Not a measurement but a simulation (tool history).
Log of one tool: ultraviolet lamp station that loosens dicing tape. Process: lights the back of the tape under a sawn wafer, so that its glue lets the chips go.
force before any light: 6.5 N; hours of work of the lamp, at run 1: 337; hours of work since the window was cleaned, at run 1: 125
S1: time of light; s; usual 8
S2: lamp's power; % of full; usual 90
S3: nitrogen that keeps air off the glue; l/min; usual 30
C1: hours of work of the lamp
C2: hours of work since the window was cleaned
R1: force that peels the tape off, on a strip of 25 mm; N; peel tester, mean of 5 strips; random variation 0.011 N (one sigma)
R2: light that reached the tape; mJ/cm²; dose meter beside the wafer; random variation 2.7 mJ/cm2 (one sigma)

run 1 hour=0 | S1=8 S2=90 S3=30 | C1=337 C2=125 | R1=0.61 R2=315
run 2 hour=18.8 | S1=8 S2=90 S3=30 | C1=349 C2=138 | R1=0.585 R2=314
run 3 hour=36.3 | S1=8 S2=90 S3=30 | C1=361 C2=149 | R1=0.613 R2=313
run 4 hour=54.5 | S1=8 S2=90 S3=30 | C1=373 C2=162 | R1=0.612 R2=312
run 5 hour=76.3 | S1=8 S2=90 S3=30 | C1=388 C2=176 | R1=0.617 R2=310
run 6 hour=91.8 | S1=8 S2=90 S3=30 | C1=398 C2=187 | R1=0.605 R2=309
run 7 hour=104.3 | S1=8 S2=90 S3=30 | C1=406 C2=195 | R1=0.632 R2=307
run 8 hour=115.5 | S1=8 S2=90 S3=30 | C1=414 C2=202 | R1=0.623 R2=311
run 9 hour=125.1 | S1=8 S2=90 S3=30 | C1=420 C2=209 | R1=0.637 R2=306
run 10 hour=139.1 | S1=8 S2=90 S3=15 | C1=430 C2=218 | R1=0.974 R2=307
run 11 hour=160.5 | S1=8 S2=90 S3=15 | C1=444 C2=232 | R1=0.961 R2=306
run 12 hour=176.9 | S1=5 S2=90 S3=30 | C1=455 C2=243 | R1=1.35 R2=190
-- hour=178.5 window cleaned of glue's vapour
run 13 hour=198.5 | S1=8 S2=65 S3=30 | C1=469 C2=13 | R1=1.106 R2=217
run 14 hour=207.9 | S1=8 S2=65 S3=27 | C1=475 C2=20 | R1=1.188 R2=218
run 15 hour=225 | S1=8 S2=65 S3=27 | C1=487 C2=31 | R1=1.182 R2=221
run 16 hour=234.1 | S1=8 S2=65 S3=27 | C1=493 C2=37 | R1=1.198 R2=215
run 17 hour=243.8 | S1=8 S2=65 S3=27 | C1=499 C2=44 | R1=1.172 R2=210
-- hour=256.3 window cleaned of glue's vapour, once more
run 18 hour=263.2 | S1=8 S2=90 S3=30 | C1=512 C2=5 | R1=0.617 R2=313
run 19 hour=281.3 | S1=8 S2=90 S3=30 | C1=524 C2=17 | R1=0.626 R2=311
run 20 hour=300.9 | S1=8 S2=90 S3=30 | C1=537 C2=30 | R1=0.621 R2=310
run 21 hour=314.9 | S1=8 S2=81 S3=30 | C1=546 C2=39 | R1=0.724 R2=282
run 22 hour=335 | S1=14 S2=70 S3=35 | C1=560 C2=53 | R1=0.373 R2=415
run 23 hour=350.9 | S1=14 S2=70 S3=53 | C1=570 C2=63 | R1=0.31 R2=416
run 24 hour=369.5 | S1=14 S2=70 S3=53 | C1=583 C2=76 | R1=0.316 R2=410
run 25 hour=382.7 | S1=14 S2=70 S3=53 | C1=592 C2=84 | R1=0.323 R2=416
run 26 hour=396.9 | S1=7 S2=79 S3=15 | C1=601 C2=94 | R1=1.532 R2=232
run 27 hour=418.1 | S1=8 S2=79 S3=15 | C1=615 C2=108 | R1=1.238 R2=267
run 28 hour=434.9 | S1=5 S2=79 S3=15 | C1=626 C2=119 | R1=2.244 R2=168
run 29 hour=447.2 | S1=5 S2=79 S3=18 | C1=635 C2=128 | R1=2.016 R2=163
run 30 hour=459.2 | S1=5 S2=79 S3=18 | C1=643 C2=136 | R1=2.061 R2=163
run 31 hour=477.9 | S1=5 S2=79 S3=18 | C1=655 C2=148 | R1=2.138 R2=161
run 32 hour=496.6 | S1=6 S2=81 S3=18 | C1=668 C2=160 | R1=1.601 R2=199
run 33 hour=512.1 | S1=11 S2=68 S3=20 | C1=678 C2=171 | R1=0.829 R2=306
run 34 hour=531.3 | S1=11 S2=68 S3=20 | C1=691 C2=184 | R1=0.843 R2=307
run 35 hour=544.2 | S1=15 S2=68 S3=20 | C1=699 C2=192 | R1=0.505 R2=412
run 36 hour=561.6 | S1=15 S2=68 S3=20 | C1=711 C2=204 | R1=0.473 R2=411
run 37 hour=580.3 | S1=12 S2=97 S3=10 | C1=724 C2=216 | R1=0.635 R2=471
run 38 hour=594.3 | S1=11 S2=85 S3=16 | C1=733 C2=226 | R1=0.661 R2=375
run 39 hour=606.2 | S1=4 S2=63 S3=49 | C1=741 C2=234 | R1=2.379 R2=97
run 40 hour=619.2 | S1=6 S2=84 S3=24 | C1=749 C2=242 | R1=1.436 R2=198
run 41 hour=629.2 | S1=5 S2=90 S3=30 | C1=756 C2=249 | R1=1.482 R2=176
run 42 hour=647.5 | S1=5 S2=90 S3=30 | C1=768 C2=261 | R1=1.466 R2=176

Some steps in R1 between neighbouring runs. How much of each would the tool show without its hidden state too (settings, what came in, random variation), and how much is left for the hidden state, with any gauge scatter that isn't in both results?
The hidden state here: lamp's light, % of a new lamp's; light that the window lets through, % of a clean one's; drift of the gauge itself on peel_n, %; drift of the gauge itself on dose_mj_cm2, %.
Run 17 -> 18: S2 65 -> 90, S3 27 -> 30, window cleaned of glue's vapour, once more. R1 -0.555 N: hidden state -0.15, all else -0.405.
Run 25 -> 26: S1 14 -> 7, S2 70 -> 79, S3 53 -> 15. R1 +1.209 N: hidden state +0.25, all else +0.959.
Run 27 -> 28: S1 8 -> 5. R1 +1.006 N: hidden state +0.092, all else +0.914.
Run 38 -> 39: S1 11 -> 4, S2 85 -> 63, S3 16 -> 49. R1 +1.718 N: hidden state +0.251, all else +1.467.

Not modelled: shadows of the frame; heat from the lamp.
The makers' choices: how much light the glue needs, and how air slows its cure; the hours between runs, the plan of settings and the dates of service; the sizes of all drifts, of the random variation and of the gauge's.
